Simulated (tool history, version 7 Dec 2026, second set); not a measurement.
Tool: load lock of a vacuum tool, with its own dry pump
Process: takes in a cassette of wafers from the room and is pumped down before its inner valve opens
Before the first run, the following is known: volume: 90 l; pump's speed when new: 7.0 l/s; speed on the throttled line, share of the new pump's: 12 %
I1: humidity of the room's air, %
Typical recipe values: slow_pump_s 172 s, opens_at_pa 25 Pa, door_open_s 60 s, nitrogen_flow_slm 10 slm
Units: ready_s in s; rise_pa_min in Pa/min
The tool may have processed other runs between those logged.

Run 1, hour 0: usual settings; I1 46.8. Result: ready_s 276.1 s, rise_pa_min 0.54 Pa/min.
Run 2, hour 323: usual settings; I1 44.8. Result: ready_s 276 s, rise_pa_min 0.558 Pa/min.
Run 3, hour 801.5: usual settings; I1 45.4. Result: ready_s 281.2 s, rise_pa_min 0.573 Pa/min.
At hour 1427.1: dry pump taken out, an overhauled one fitted.
Run 4, hour 1427.1: usual settings; I1 48.3. Result: ready_s 257.6 s, rise_pa_min 0.599 Pa/min.
Run 5, hour 2057.8: usual settings; I1 43.3. Result: ready_s 260.6 s, rise_pa_min 0.644 Pa/min.
Run 6, hour 2350.2: usual settings; I1 47. Result: ready_s 259.3 s, rise_pa_min 0.665 Pa/min.

The next listed run, before its measurement:
Run 7, hour 3040.1: usual settings; I1 45.7. Result: ready_s ?, rise_pa_min ?.

{"run 7": {"ready_s": 262.1, "rise_pa_min": 0.693}}
With no hidden state in the tool, this same run would have given ready_s 260.2 s, rise_pa_min 0.025 Pa/min.

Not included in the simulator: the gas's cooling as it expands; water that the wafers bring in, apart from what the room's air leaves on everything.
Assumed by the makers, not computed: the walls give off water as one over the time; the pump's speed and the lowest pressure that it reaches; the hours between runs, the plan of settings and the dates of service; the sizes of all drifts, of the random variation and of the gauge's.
